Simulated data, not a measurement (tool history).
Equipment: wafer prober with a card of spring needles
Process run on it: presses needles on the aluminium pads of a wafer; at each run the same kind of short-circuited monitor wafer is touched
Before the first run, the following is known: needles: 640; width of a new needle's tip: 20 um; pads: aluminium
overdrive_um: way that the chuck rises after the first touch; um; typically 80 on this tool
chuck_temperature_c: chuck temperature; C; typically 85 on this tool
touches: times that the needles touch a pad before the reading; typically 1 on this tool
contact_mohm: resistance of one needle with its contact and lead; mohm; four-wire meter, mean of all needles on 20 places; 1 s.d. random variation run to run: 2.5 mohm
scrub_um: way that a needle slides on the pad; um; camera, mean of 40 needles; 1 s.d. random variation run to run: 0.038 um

run	hour	overdrive_um	chuck_temperature_c	touches	contact_mohm	scrub_um
1	0.0	80	85	1	291	12.36
# hour 4.2: tips cleaned on abrasive film
2	9.5	80	85	1	299	12.33
# hour 10.9: tips cleaned on abrasive film
# hour 17.2: tips cleaned on abrasive film
3	17.2	80	85	1	281	12.32
# hour 23.3: tips cleaned on abrasive film
4	26.1	80	33	1	274	12.23
# hour 29.3: tips cleaned on abrasive film
5	32.5	80	85	1	294	12.28
# hour 35.5: tips cleaned on abrasive film
6	40.7	80	34	1	283	12.29
# hour 41.8: tips cleaned on abrasive film
7	47.3	80	85	1	297	12.32
# hour 48.1: tips cleaned on abrasive film
8	53.5	80	85	1	294	12.24
# hour 54.3: tips cleaned on abrasive film
# hour 60.9: tips cleaned on abrasive film
9	61.5	80	85	1	284	12.24
# hour 67.2: tips cleaned on abrasive film
10	71.0	67	85	1	301	10.20
# hour 73.4: tips cleaned on abrasive film
11	75.4	67	85	1	297	10.13
# hour 79.6: tips cleaned on abrasive film
12	84.0	80	120	1	307	12.19
# hour 86.1: tips cleaned on abrasive film
# hour 92.0: tips cleaned on abrasive film
13	92.0	80	120	1	300	12.12
# hour 98.6: tips cleaned on abrasive film
14	100.7	63	27	1	286	9.59
# hour 104.7: tips cleaned on abrasive film
# hour 110.7: tips cleaned on abrasive film
15	110.7	63	27	1	275	9.53
# hour 117.1: tips cleaned on abrasive film
16	120.3	80	85	1	296	12.08
# hour 123.2: tips cleaned on abrasive film
# hour 129.1: tips cleaned on abrasive film
17	129.1	62	85	1	290	9.25

Forecast each of these 4 alternatives for the next run:
# hour 135.0: tips cleaned on abrasive film
A	135.0	63	65	1	?	?
# hour 135.0: tips cleaned on abrasive film
B	135.0	65	85	1	?	?
# hour 135.0: tips cleaned on abrasive film
C	135.0	82	33	3	?	?
# hour 135.0: tips cleaned on abrasive film
D	135.0	86	88	1	?	?

run	contact_mohm	scrub_um
A	283	9.45
B	289	9.77
C	264	12.39
D	283	13.07
With the hidden condition removed and each run's random variation left untouched, the same runs would have given:
run	contact_mohm	scrub_um
A	280	9.69
B	286	10.02
C	263	12.63
D	281	13.32

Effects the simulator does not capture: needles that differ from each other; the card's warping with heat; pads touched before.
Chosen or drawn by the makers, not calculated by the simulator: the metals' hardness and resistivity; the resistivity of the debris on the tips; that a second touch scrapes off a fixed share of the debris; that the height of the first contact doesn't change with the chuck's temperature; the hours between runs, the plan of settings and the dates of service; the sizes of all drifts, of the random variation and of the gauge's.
